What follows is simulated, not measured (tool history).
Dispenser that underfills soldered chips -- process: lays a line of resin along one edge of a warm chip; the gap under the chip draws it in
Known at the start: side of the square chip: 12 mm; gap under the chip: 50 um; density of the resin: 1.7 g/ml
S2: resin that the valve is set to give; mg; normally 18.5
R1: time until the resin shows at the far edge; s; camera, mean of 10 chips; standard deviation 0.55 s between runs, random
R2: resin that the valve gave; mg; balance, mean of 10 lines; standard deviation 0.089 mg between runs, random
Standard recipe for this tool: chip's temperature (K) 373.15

{"run": 1, "day": 0.0, "chip's temperature (K)": 373.15, "S2": 18.5, "R1": 51.3, "R2": 18.11}
{"run": 2, "day": 0.175, "chip's temperature (K)": 385.15, "S2": 18.5, "R1": 43.8, "R2": 17.94}
{"run": 3, "day": 0.417, "chip's temperature (K)": 385.15, "S2": 18.5, "R1": 30.8, "R2": 17.94}
{"run": 4, "day": 0.604, "chip's temperature (K)": 386.15, "S2": 18.5, "R1": 40.7, "R2": 17.77}
{"run": 5, "day": 0.817, "chip's temperature (K)": 386.15, "S2": 18.5, "R1": 29.2, "R2": 17.9}
{"run": 6, "day": 1.079, "chip's temperature (K)": 386.15, "S2": 18.5, "R1": 42.5, "R2": 17.78}
{"run": 7, "day": 1.304, "chip's temperature (K)": 377.15, "S2": 18.5, "R1": 41.7, "R2": 17.64}
{"run": 8, "day": 1.454, "chip's temperature (K)": 377.15, "S2": 18.5, "R1": 52.1, "R2": 17.52}
{"run": 9, "day": 1.738, "chip's temperature (K)": 377.15, "S2": 18.5, "R1": 41.8, "R2": 17.49}
{"run": 10, "day": 1.912, "chip's temperature (K)": 377.15, "S2": 18.5, "R1": 53.2, "R2": 17.28}
{"run": 11, "day": 2.075, "chip's temperature (K)": 385.15, "S2": 18.5, "R1": 52.3, "R2": 17.3}
{"run": 12, "day": 2.246, "chip's temperature (K)": 373.15, "S2": 21.3, "R1": 52.3, "R2": 20.05}
{"run": 13, "day": 2.379, "chip's temperature (K)": 383.15, "S2": 21.3, "R1": 45, "R2": 20.1}
{"run": 14, "day": 2.592, "chip's temperature (K)": 373.15, "S2": 15.9, "R1": 47.8, "R2": 14.83}
{"run": 15, "day": 2.708, "chip's temperature (K)": 367.15, "S2": 16.1, "R1": 72.1, "R2": 15.05}
{"run": 16, "day": 2.854, "chip's temperature (K)": 367.15, "S2": 16.1, "R1": 89.6, "R2": 15.05}
{"run": 17, "day": 3.125, "chip's temperature (K)": 367.15, "S2": 16.1, "R1": 68.3, "R2": 14.92}
{"run": 18, "day": 3.404, "chip's temperature (K)": 360.15, "S2": 16.7, "R1": 137.5, "R2": 15.29}
{"run": 19, "day": 3.571, "chip's temperature (K)": 360.15, "S2": 16.7, "R1": 87.3, "R2": 15.29}
{"run": 20, "day": 3.708, "chip's temperature (K)": 360.15, "S2": 19.7, "R1": 105, "R2": 18.05}
{"run": 21, "day": 3.996, "chip's temperature (K)": 386.15, "S2": 21.4, "R1": 31, "R2": 19.39}
{"run": 22, "day": 4.183, "chip's temperature (K)": 379.15, "S2": 20.4, "R1": 54, "R2": 18.67}
{"run": 23, "day": 4.333, "chip's temperature (K)": 364.15, "S2": 18, "R1": 123, "R2": 16.28}
{"run": 24, "day": 4.6, "chip's temperature (K)": 364.15, "S2": 18, "R1": 92.8, "R2": 16.23}

Taken out of this log: 10 entries between the listed runs. Where each belongs, and how the hidden state differs across it:
From run 2 to run 3: new syringe of resin (day 0.375)
  resin's viscosity, % of fresh resin's: 150.2 -> 105.6; dose that the valve gives, % of what is set: 97.1 -> 96.73; true chip temperature over the reading, C: 1.05 -> 1.08
  difference, measured minus the result without the unlogged condition, R1: +13.7 -> +0.6 s; R2: -0.53 -> -0.6 mg
From run 4 to run 5: new syringe of resin (day 0.817)
  resin's viscosity, % of fresh resin's: 142.8 -> 100.5; dose that the valve gives, % of what is set: 96.43 -> 96.11; true chip temperature over the reading, C: 1.1 -> 1.12
  difference, measured minus the result without the unlogged condition, R1: +11.2 -> -0.8 s; R2: -0.66 -> -0.72 mg
From run 6 to run 7: new syringe of resin (day 1.258)
  resin's viscosity, % of fresh resin's: 152.6 -> 107; dose that the valve gives, % of what is set: 95.71 -> 95.34; true chip temperature over the reading, C: 1.16 -> 1.18
  difference, measured minus the result without the unlogged condition, R1: +13.9 -> +1.3 s; R2: -0.8 -> -0.86 mg
From run 8 to run 9: new syringe of resin (day 1.704)
  resin's viscosity, % of fresh resin's: 135.3 -> 106.5; dose that the valve gives, % of what is set: 95.08 -> 94.64; true chip temperature over the reading, C: 1.2 -> 1.23
  difference, measured minus the result without the unlogged condition, R1: +12.1 -> +1.1 s; R2: -0.91 -> -1 mg
From run 11 to run 12: new syringe of resin (day 2.154)
  resin's viscosity, % of fresh resin's: 181.7 -> 116.8; dose that the valve gives, % of what is set: 94.09 -> 93.82; true chip temperature over the reading, C: 1.27 -> 1.29
  difference, measured minus the result without the unlogged condition, R1: +22.8 -> +5.5 s; R2: -1.1 -> -1.31 mg
From run 13 to run 14: new syringe of resin (day 2.592)
  resin's viscosity, % of fresh resin's: 144.2 -> 100.7; dose that the valve gives, % of what is set: 93.61 -> 93.31; true chip temperature over the reading, C: 1.31 -> 1.33
  difference, measured minus the result without the unlogged condition, R1: +12.4 -> -0.9 s; R2: -1.37 -> -1.06 mg
From run 16 to run 17: new syringe of resin (day 3.033)
  resin's viscosity, % of fresh resin's: 153.3 -> 115.9; dose that the valve gives, % of what is set: 92.85 -> 92.4; true chip temperature over the reading, C: 1.36 -> 1.4
  difference, measured minus the result without the unlogged condition, R1: +29.6 -> +7.8 s; R2: -1.16 -> -1.23 mg
From run 18 to run 19: new syringe of resin (day 3.483)
  resin's viscosity, % of fresh resin's: 180.8 -> 114.1; dose that the valve gives, % of what is set: 91.97 -> 91.7; true chip temperature over the reading, C: 1.43 -> 1.45
  difference, measured minus the result without the unlogged condition, R1: +58.8 -> +8.2 s; R2: -1.34 -> -1.38 mg
From run 20 to run 21: new syringe of resin (day 3.921)
  resin's viscosity, % of fresh resin's: 142.4 -> 113.1; dose that the valve gives, % of what is set: 91.46 -> 90.98; true chip temperature over the reading, C: 1.47 -> 1.5
  difference, measured minus the result without the unlogged condition, R1: +27.7 -> +2.4 s; R2: -1.69 -> -1.92 mg
From run 23 to run 24: new syringe of resin (day 4.362)
  resin's viscosity, % of fresh resin's: 193.7 -> 144.2; dose that the valve gives, % of what is set: 90.44 -> 90.02; true chip temperature over the reading, C: 1.54 -> 1.57
  difference, measured minus the result without the unlogged condition, R1: +56.8 -> +25.9 s; R2: -1.71 -> -1.81 mg
